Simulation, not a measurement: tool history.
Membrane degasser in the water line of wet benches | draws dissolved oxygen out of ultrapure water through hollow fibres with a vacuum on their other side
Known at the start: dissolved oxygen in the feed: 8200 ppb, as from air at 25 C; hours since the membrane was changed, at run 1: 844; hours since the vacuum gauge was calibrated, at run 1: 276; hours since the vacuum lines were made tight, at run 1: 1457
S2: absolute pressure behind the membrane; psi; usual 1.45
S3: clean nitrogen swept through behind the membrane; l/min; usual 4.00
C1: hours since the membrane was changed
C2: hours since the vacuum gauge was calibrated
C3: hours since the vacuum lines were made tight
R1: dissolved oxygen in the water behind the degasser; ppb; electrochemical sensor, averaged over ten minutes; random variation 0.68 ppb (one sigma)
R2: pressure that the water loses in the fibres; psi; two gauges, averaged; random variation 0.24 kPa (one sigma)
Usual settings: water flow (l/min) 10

Run 1, hour 0.0: usual settings; C1 844; C2 276; C3 1457. Result: R1 60.8 ppb, R2 8.850 psi.
Run 2, hour 104.0: usual settings; C1 948; C2 380; C3 1561. Result: R1 62.5 ppb, R2 8.946 psi.
Run 3, hour 315.1: usual settings; C1 1159; C2 591; C3 1772. Result: R1 61.1 ppb, R2 8.921 psi.
Run 4, hour 423.4: usual settings but S3 11.73 l/min; C1 1268; C2 700; C3 1880. Result: R1 34.3 ppb, R2 8.910 psi.
Run 5, hour 574.9: usual settings but water flow (l/min) 6; C1 1419; C2 851; C3 2032. Result: R1 29.9 ppb, R2 5.363 psi.
Run 6, hour 735.8: usual settings but water flow (l/min) 6, S2 1.09 psi; C1 1580; C2 1012; C3 2193. Result: R1 19.1 ppb, R2 5.401 psi.
Run 7, hour 884.5: usual settings but water flow (l/min) 6, S2 1.09 psi; C1 1729; C2 1161; C3 2341. Result: R1 19.3 ppb, R2 5.350 psi.
Run 8, hour 989.6: usual settings but water flow (l/min) 6, S2 1.09 psi; C1 1834; C2 1266; C3 2447. Result: R1 18.6 ppb, R2 5.375 psi.
Run 9, hour 1124.1: usual settings but water flow (l/min) 6, S2 1.09 psi, S3 10.49 l/min; C1 1968; C2 1400; C3 2581. Result: R1 9.0 ppb, R2 5.429 psi.
Run 10, hour 1289.1: usual settings; C1 2133; C2 1565; C3 2746. Result: R1 62.7 ppb, R2 8.926 psi.
Run 11, hour 1455.3: usual settings; C1 2300; C2 1732; C3 2912. Result: R1 62.9 ppb, R2 8.939 psi.
Run 12, hour 1663.9: usual settings but S3 4.23 l/min; C1 2508; C2 1940; C3 3121. Result: R1 61.9 ppb, R2 9.011 psi.
Run 13, hour 1892.9: usual settings but S3 4.23 l/min; C1 2737; C2 2169; C3 3350. Result: R1 60.9 ppb, R2 9.013 psi.
Run 14, hour 2052.0: usual settings but S2 2.93 psi; C1 2896; C2 2328; C3 3509. Result: R1 129.7 ppb, R2 9.017 psi.
Run 15, hour 2271.7: usual settings; C1 3116; C2 2548; C3 3729. Result: R1 64.3 ppb, R2 9.037 psi.
Run 16, hour 2405.3: usual settings; C1 3249; C2 2682; C3 3862. Result: R1 65.4 ppb, R2 9.055 psi.
Run 17, hour 2603.3: usual settings but S3 3.29 l/min; C1 3447; C2 2880; C3 4060. Result: R1 74.1 ppb, R2 9.036 psi.
Run 18, hour 2763.7: usual settings but S2 2.63 psi, S3 4.54 l/min; C1 3608; C2 3040; C3 4221. Result: R1 103.4 ppb, R2 9.017 psi.
Run 19, hour 2926.3: usual settings but S2 2.63 psi, S3 11.46 l/min; C1 3770; C2 3203; C3 4383. Result: R1 56.2 ppb, R2 9.121 psi.
Run 20, hour 3104.4: usual settings but water flow (l/min) 6, S3 5.93 l/min; C1 3949; C2 3381; C3 4561. Result: R1 21.2 ppb, R2 5.475 psi.
Run 21, hour 3283.4: usual settings but water flow (l/min) 6, S2 3.16 psi, S3 3.06 l/min; C1 4128; C2 3560; C3 4740. Result: R1 98.6 ppb, R2 5.432 psi.
Run 22, hour 3469.6: usual settings but S3 2.03 l/min; C1 4314; C2 3746; C3 4927. Result: R1 107.0 ppb, R2 9.074 psi.
Run 23, hour 3573.8: usual settings but water flow (l/min) 8, S3 3.62 l/min; C1 4418; C2 3850; C3 5031. Result: R1 48.9 ppb, R2 7.265 psi.
Run 24, hour 3710.3: usual settings but S2 1.90 psi, S3 4.67 l/min; C1 4555; C2 3987; C3 5167. Result: R1 77.5 ppb, R2 9.121 psi.
Run 25, hour 3866.5: usual settings but water flow (l/min) 15, S3 8.93 l/min; C1 4711; C2 4143; C3 5323. Result: R1 108.1 ppb, R2 13.699 psi.
Run 26, hour 4084.3: usual settings but water flow (l/min) 15, S3 8.93 l/min; C1 4929; C2 4361; C3 5541. Result: R1 108.7 ppb, R2 13.706 psi.
Run 27, hour 4182.2: usual settings but water flow (l/min) 7, S3 2.77 l/min; C1 5026; C2 4458; C3 5639. Result: R1 50.2 ppb, R2 6.427 psi.
Run 28, hour 4333.5: usual settings but S2 0.97 psi, S3 2.19 l/min; C1 5178; C2 4610; C3 5790. Result: R1 64.7 ppb, R2 9.116 psi.
Run 29, hour 4486.0: usual settings but S3 11.76 l/min; C1 5330; C2 4762; C3 5943. Result: R1 38.5 ppb, R2 9.159 psi.
Run 30, hour 4706.0: usual settings but S2 3.38 psi, S3 1.79 l/min; C1 5550; C2 4982; C3 6163. Result: R1 298.3 ppb, R2 9.181 psi.
Run 31, hour 4846.2: usual settings but water flow (l/min) 9, S2 2.78 psi; C1 5690; C2 5122; C3 6303. Result: R1 108.9 ppb, R2 8.250 psi.
Run 32, hour 5006.0: usual settings but water flow (l/min) 14, S3 2.89 l/min; C1 5850; C2 5282; C3 6463. Result: R1 148.1 ppb, R2 12.884 psi.

Forecast each of these 3 alternatives for the next run:
Run A, hour 5174.3: usual settings but water flow (l/min) 13, S2 1.67 psi, S3 2.91 l/min; C1 6019; C2 5451; C3 6631. Result: R1 ?, R2 ?.
Run B, hour 5174.3: usual settings but water flow (l/min) 14, S2 2.36 psi, S3 2.29 l/min; C1 6019; C2 5451; C3 6631. Result: R1 ?, R2 ?.
Run C, hour 5174.3: usual settings but S2 1.83 psi, S3 4.86 l/min; C1 6019; C2 5451; C3 6631. Result: R1 ?, R2 ?.

run     R1      R2
  A  147.7  11.977
  B  263.0  12.934
  C   72.9   9.169
Without the tool's hidden state the same runs would have given:
run     R1      R2
  A  135.1  11.557
  B  246.3  12.478
  C   66.0   8.846
